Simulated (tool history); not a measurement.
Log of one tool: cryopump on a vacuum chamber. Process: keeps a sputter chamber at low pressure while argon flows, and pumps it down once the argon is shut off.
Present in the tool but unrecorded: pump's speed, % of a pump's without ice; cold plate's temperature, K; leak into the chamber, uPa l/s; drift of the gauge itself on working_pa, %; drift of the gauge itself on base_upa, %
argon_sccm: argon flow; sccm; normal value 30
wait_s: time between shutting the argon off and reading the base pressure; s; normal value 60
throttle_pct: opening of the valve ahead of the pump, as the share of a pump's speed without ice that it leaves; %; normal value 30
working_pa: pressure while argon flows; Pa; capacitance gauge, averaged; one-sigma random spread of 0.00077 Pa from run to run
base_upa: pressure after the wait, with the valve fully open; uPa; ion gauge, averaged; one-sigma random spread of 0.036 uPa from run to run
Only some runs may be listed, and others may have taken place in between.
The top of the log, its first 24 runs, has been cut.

run     day  argon_sccm  wait_s  throttle_pct  hours of work since the pump was warmed up and emptied  hours of work since the cold head was overhauled  hours of work since the chamber's fittings were tightened  working_pa  base_upa
 25  21.950          27      59            17                                                     142                                               846                                                         23      0.2363      2.05
 26  22.525          30      26            30                                                     151                                               854                                                         31      0.1505      4.25
 27  23.683          19     100            40                                                     168                                               871                                                         48      0.0716      1.37
 28  24.204          30     186            30                                                     176                                               879                                                         56      0.1509      0.90
 29  25.367          39     252            16                                                     193                                               897                                                         74      0.3623      0.74
 30  26.196          58      83            46                                                     206                                               909                                                         86      0.1926      1.61
 31  27.017          24      24            34                                                     218                                               921                                                         98      0.1077      4.71
 32  28.008          39      24            34                                                     233                                               936                                                        113      0.1742      4.80
 33  28.600          39      24            34                                                     242                                               945                                                        122      0.1744      4.69
 34  29.546          49      60            16                                                     256                                               959                                                        136      0.4578      2.12

What if the next run were any one of these 4? Each begins from the tool's condition after run 34:
  A  30.433          30      62            42                                                     269                                               972                                                        149           ?         ?
  B  30.433          30      60            39                                                     269                                               972                                                        149           ?         ?
  C  30.433          30      60            34                                                     269                                               972                                                        149           ?         ?
  D  30.433          45     155            17                                                     269                                               972                                                        149           ?         ?

run  working_pa  base_upa
  A      0.1105      2.11
  B      0.1193      2.08
  C      0.1361      2.11
  D      0.3994      1.02
Take away the tool's hidden state, keep each run's random variation, and the runs would have read:
run  working_pa  base_upa
  A      0.1040      1.97
  B      0.1127      1.95
  C      0.1295      1.98
  D      0.3894      0.89
